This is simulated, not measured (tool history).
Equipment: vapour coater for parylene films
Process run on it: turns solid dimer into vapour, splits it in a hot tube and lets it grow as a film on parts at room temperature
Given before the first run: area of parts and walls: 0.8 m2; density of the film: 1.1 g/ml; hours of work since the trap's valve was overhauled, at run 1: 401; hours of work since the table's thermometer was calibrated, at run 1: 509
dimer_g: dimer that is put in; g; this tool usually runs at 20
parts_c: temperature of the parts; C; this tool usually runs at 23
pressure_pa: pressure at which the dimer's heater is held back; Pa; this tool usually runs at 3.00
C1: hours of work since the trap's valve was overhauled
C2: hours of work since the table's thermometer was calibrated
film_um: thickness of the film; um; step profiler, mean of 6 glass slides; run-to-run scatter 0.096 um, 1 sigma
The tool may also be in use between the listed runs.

run 1 hour=0.0 | dimer_g=20 parts_c=23 pressure_pa=3.00 | C1=401 C2=509 | film_um=11.09
run 2 hour=23.0 | dimer_g=20 parts_c=23 pressure_pa=3.00 | C1=413 C2=521 | film_um=11.12
run 3 hour=33.6 | dimer_g=20 parts_c=18 pressure_pa=3.00 | C1=419 C2=527 | film_um=12.03
run 4 hour=45.1 | dimer_g=20 parts_c=23 pressure_pa=3.00 | C1=425 C2=533 | film_um=11.20
run 5 hour=63.0 | dimer_g=20 parts_c=23 pressure_pa=3.00 | C1=435 C2=543 | film_um=10.93
run 6 hour=79.3 | dimer_g=20 parts_c=23 pressure_pa=3.00 | C1=444 C2=552 | film_um=10.95
run 7 hour=93.5 | dimer_g=20 parts_c=23 pressure_pa=3.00 | C1=452 C2=559 | film_um=11.04
run 8 hour=109.2 | dimer_g=20 parts_c=23 pressure_pa=3.00 | C1=460 C2=568 | film_um=10.92
run 9 hour=121.5 | dimer_g=20 parts_c=23 pressure_pa=3.00 | C1=467 C2=575 | film_um=11.10
run 10 hour=138.5 | dimer_g=20 parts_c=23 pressure_pa=3.00 | C1=476 C2=584 | film_um=11.11
run 11 hour=155.7 | dimer_g=20 parts_c=23 pressure_pa=3.00 | C1=486 C2=593 | film_um=10.97
run 12 hour=168.5 | dimer_g=20 parts_c=17 pressure_pa=3.00 | C1=493 C2=600 | film_um=12.15
-- hour=171.5 table's thermometer calibrated
run 13 hour=185.2 | dimer_g=20 parts_c=17 pressure_pa=3.00 | C1=501 C2=7 | film_um=11.93
run 14 hour=207.1 | dimer_g=20 parts_c=23 pressure_pa=3.88 | C1=513 C2=19 | film_um=10.80
-- hour=216.3 trap's valve overhauled
run 15 hour=231.6 | dimer_g=20 parts_c=21 pressure_pa=3.88 | C1=8 C2=30 | film_um=11.61
run 16 hour=251.5 | dimer_g=11 parts_c=23 pressure_pa=3.00 | C1=19 C2=41 | film_um=6.41
-- hour=257.7 table's thermometer calibrated, once more
run 17 hour=272.1 | dimer_g=11 parts_c=23 pressure_pa=3.00 | C1=30 C2=8 | film_um=6.39
run 18 hour=285.2 | dimer_g=16 parts_c=23 pressure_pa=10.25 | C1=37 C2=15 | film_um=8.52
run 19 hour=302.0 | dimer_g=16 parts_c=23 pressure_pa=10.25 | C1=46 C2=24 | film_um=8.50
run 20 hour=317.1 | dimer_g=16 parts_c=23 pressure_pa=2.50 | C1=54 C2=32 | film_um=9.35

What will run 21 give?
run 21 hour=332.6 | dimer_g=16 parts_c=23 pressure_pa=2.50 | C1=63 C2=41 | film_um=?

{"run 21": {"film_um": 9.45}}
With the hidden condition absent and the run-to-run variation left alone, this run would have shown film_um 9.55 um.
